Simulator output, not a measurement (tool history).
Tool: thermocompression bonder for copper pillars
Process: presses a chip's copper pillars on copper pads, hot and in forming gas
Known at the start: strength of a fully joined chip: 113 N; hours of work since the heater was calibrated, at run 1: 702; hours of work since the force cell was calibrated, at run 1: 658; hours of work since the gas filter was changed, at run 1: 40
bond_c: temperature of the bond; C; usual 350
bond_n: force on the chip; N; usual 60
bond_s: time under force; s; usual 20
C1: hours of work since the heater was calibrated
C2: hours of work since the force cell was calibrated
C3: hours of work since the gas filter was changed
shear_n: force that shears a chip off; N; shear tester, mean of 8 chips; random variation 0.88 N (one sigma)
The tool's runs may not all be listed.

{"run": 1, "hour": 0.0, "bond_c": 350, "bond_n": 60, "bond_s": 20, "C1": 702, "C2": 658, "C3": 40, "shear_n": 74.4}
{"run": 2, "hour": 35.7, "bond_c": 372, "bond_n": 60, "bond_s": 20, "C1": 717, "C2": 673, "C3": 55, "shear_n": 81.3}
{"run": 3, "hour": 83.7, "bond_c": 372, "bond_n": 60, "bond_s": 20, "C1": 737, "C2": 693, "C3": 75, "shear_n": 80.3}
{"run": 4, "hour": 148.0, "bond_c": 372, "bond_n": 60, "bond_s": 20, "C1": 764, "C2": 720, "C3": 102, "shear_n": 79.7}
{"run": 5, "hour": 213.4, "bond_c": 356, "bond_n": 60, "bond_s": 20, "C1": 791, "C2": 748, "C3": 130, "shear_n": 74.1}
{"run": 6, "hour": 255.9, "bond_c": 356, "bond_n": 60, "bond_s": 20, "C1": 809, "C2": 766, "C3": 148, "shear_n": 76.6}
{"run": 7, "hour": 300.9, "bond_c": 350, "bond_n": 60, "bond_s": 20, "C1": 828, "C2": 785, "C3": 167, "shear_n": 73.2}
{"hour": 329.3, "done": "forming gas filter changed"}
{"hour": 341.3, "done": "heater calibrated with a thermocouple chip"}
{"run": 8, "hour": 347.2, "bond_c": 350, "bond_n": 60, "bond_s": 20, "C1": 3, "C2": 803, "C3": 7, "shear_n": 72.0}
{"run": 9, "hour": 386.2, "bond_c": 350, "bond_n": 51, "bond_s": 20, "C1": 19, "C2": 819, "C3": 23, "shear_n": 67.1}
{"run": 10, "hour": 431.6, "bond_c": 359, "bond_n": 60, "bond_s": 20, "C1": 38, "C2": 839, "C3": 42, "shear_n": 76.5}
{"run": 11, "hour": 493.7, "bond_c": 359, "bond_n": 60, "bond_s": 11, "C1": 64, "C2": 865, "C3": 68, "shear_n": 63.7}
{"run": 12, "hour": 534.3, "bond_c": 359, "bond_n": 60, "bond_s": 11, "C1": 81, "C2": 882, "C3": 85, "shear_n": 64.0}
{"run": 13, "hour": 579.0, "bond_c": 321, "bond_n": 60, "bond_s": 20, "C1": 100, "C2": 901, "C3": 104, "shear_n": 61.0}
{"run": 14, "hour": 629.1, "bond_c": 350, "bond_n": 60, "bond_s": 12, "C1": 121, "C2": 922, "C3": 125, "shear_n": 62.0}
{"run": 15, "hour": 686.4, "bond_c": 350, "bond_n": 60, "bond_s": 16, "C1": 145, "C2": 946, "C3": 149, "shear_n": 68.4}
{"run": 16, "hour": 741.7, "bond_c": 350, "bond_n": 58, "bond_s": 20, "C1": 168, "C2": 969, "C3": 173, "shear_n": 72.3}
{"hour": 756.0, "done": "forming gas filter changed"}
{"run": 17, "hour": 777.4, "bond_c": 350, "bond_n": 58, "bond_s": 20, "C1": 183, "C2": 984, "C3": 9, "shear_n": 71.8}
{"run": 18, "hour": 808.9, "bond_c": 350, "bond_n": 58, "bond_s": 41, "C1": 196, "C2": 997, "C3": 22, "shear_n": 84.3}
{"run": 19, "hour": 845.6, "bond_c": 329, "bond_n": 60, "bond_s": 20, "C1": 212, "C2": 1012, "C3": 38, "shear_n": 65.0}
{"run": 20, "hour": 887.2, "bond_c": 350, "bond_n": 60, "bond_s": 11, "C1": 229, "C2": 1030, "C3": 55, "shear_n": 60.3}
{"run": 21, "hour": 918.8, "bond_c": 350, "bond_n": 60, "bond_s": 39, "C1": 243, "C2": 1043, "C3": 68, "shear_n": 85.4}
{"run": 22, "hour": 987.2, "bond_c": 371, "bond_n": 51, "bond_s": 43, "C1": 271, "C2": 1072, "C3": 97, "shear_n": 90.4}
{"run": 23, "hour": 1049.6, "bond_c": 350, "bond_n": 60, "bond_s": 30, "C1": 298, "C2": 1098, "C3": 123, "shear_n": 79.9}
{"run": 24, "hour": 1081.8, "bond_c": 321, "bond_n": 63, "bond_s": 20, "C1": 311, "C2": 1112, "C3": 137, "shear_n": 63.1}
{"run": 25, "hour": 1124.5, "bond_c": 378, "bond_n": 63, "bond_s": 15, "C1": 329, "C2": 1130, "C3": 155, "shear_n": 78.7}
{"run": 26, "hour": 1154.9, "bond_c": 350, "bond_n": 68, "bond_s": 20, "C1": 342, "C2": 1142, "C3": 168, "shear_n": 76.3}
{"hour": 1177.9, "done": "forming gas filter changed"}
{"run": 27, "hour": 1220.6, "bond_c": 350, "bond_n": 68, "bond_s": 20, "C1": 369, "C2": 1170, "C3": 18, "shear_n": 77.5}
{"run": 28, "hour": 1287.2, "bond_c": 350, "bond_n": 68, "bond_s": 20, "C1": 397, "C2": 1198, "C3": 46, "shear_n": 75.1}
{"run": 29, "hour": 1341.7, "bond_c": 356, "bond_n": 68, "bond_s": 20, "C1": 420, "C2": 1221, "C3": 69, "shear_n": 78.5}
{"run": 30, "hour": 1390.6, "bond_c": 356, "bond_n": 68, "bond_s": 20, "C1": 441, "C2": 1241, "C3": 89, "shear_n": 78.0}
{"run": 31, "hour": 1457.9, "bond_c": 379, "bond_n": 74, "bond_s": 40, "C1": 469, "C2": 1270, "C3": 118, "shear_n": 99.3}
{"run": 32, "hour": 1509.9, "bond_c": 379, "bond_n": 74, "bond_s": 40, "C1": 491, "C2": 1292, "C3": 140, "shear_n": 101.2}
{"run": 33, "hour": 1550.9, "bond_c": 350, "bond_n": 79, "bond_s": 20, "C1": 508, "C2": 1309, "C3": 157, "shear_n": 79.2}
{"run": 34, "hour": 1580.5, "bond_c": 336, "bond_n": 60, "bond_s": 20, "C1": 521, "C2": 1321, "C3": 169, "shear_n": 64.9}
{"hour": 1600.4, "done": "forming gas filter changed"}
{"run": 35, "hour": 1612.3, "bond_c": 352, "bond_n": 51, "bond_s": 24, "C1": 534, "C2": 1334, "C3": 5, "shear_n": 73.0}
{"run": 36, "hour": 1643.2, "bond_c": 352, "bond_n": 51, "bond_s": 24, "C1": 547, "C2": 1347, "C3": 18, "shear_n": 73.1}
{"run": 37, "hour": 1674.2, "bond_c": 350, "bond_n": 76, "bond_s": 14, "C1": 560, "C2": 1360, "C3": 31, "shear_n": 74.3}
{"run": 38, "hour": 1723.8, "bond_c": 329, "bond_n": 56, "bond_s": 17, "C1": 581, "C2": 1381, "C3": 52, "shear_n": 59.0}
{"run": 39, "hour": 1791.5, "bond_c": 336, "bond_n": 73, "bond_s": 40, "C1": 609, "C2": 1410, "C3": 80, "shear_n": 86.1}
{"run": 40, "hour": 1857.5, "bond_c": 345, "bond_n": 60, "bond_s": 20, "C1": 637, "C2": 1437, "C3": 108, "shear_n": 72.1}
{"run": 41, "hour": 1917.1, "bond_c": 321, "bond_n": 52, "bond_s": 17, "C1": 662, "C2": 1463, "C3": 133, "shear_n": 54.7}

3 ways to go on from here, each from the tool as it stands after run 41. What would each give?
{"run": "A", "hour": 1985.1, "bond_c": 376, "bond_n": 60, "bond_s": 41, "C1": 691, "C2": 1491, "C3": 162, "shear_n": "?"}
{"run": "B", "hour": 1985.1, "bond_c": 321, "bond_n": 41, "bond_s": 49, "C1": 691, "C2": 1491, "C3": 162, "shear_n": "?"}
{"run": "C", "hour": 1985.1, "bond_c": 364, "bond_n": 47, "bond_s": 25, "C1": 691, "C2": 1491, "C3": 162, "shear_n": "?"}

run=A shear_n=95.2
run=B shear_n=68.7
run=C shear_n=75.0
Without the tool's hidden state the same runs would have given:
run=A shear_n=95.5
run=B shear_n=68.8
run=C shear_n=75.2

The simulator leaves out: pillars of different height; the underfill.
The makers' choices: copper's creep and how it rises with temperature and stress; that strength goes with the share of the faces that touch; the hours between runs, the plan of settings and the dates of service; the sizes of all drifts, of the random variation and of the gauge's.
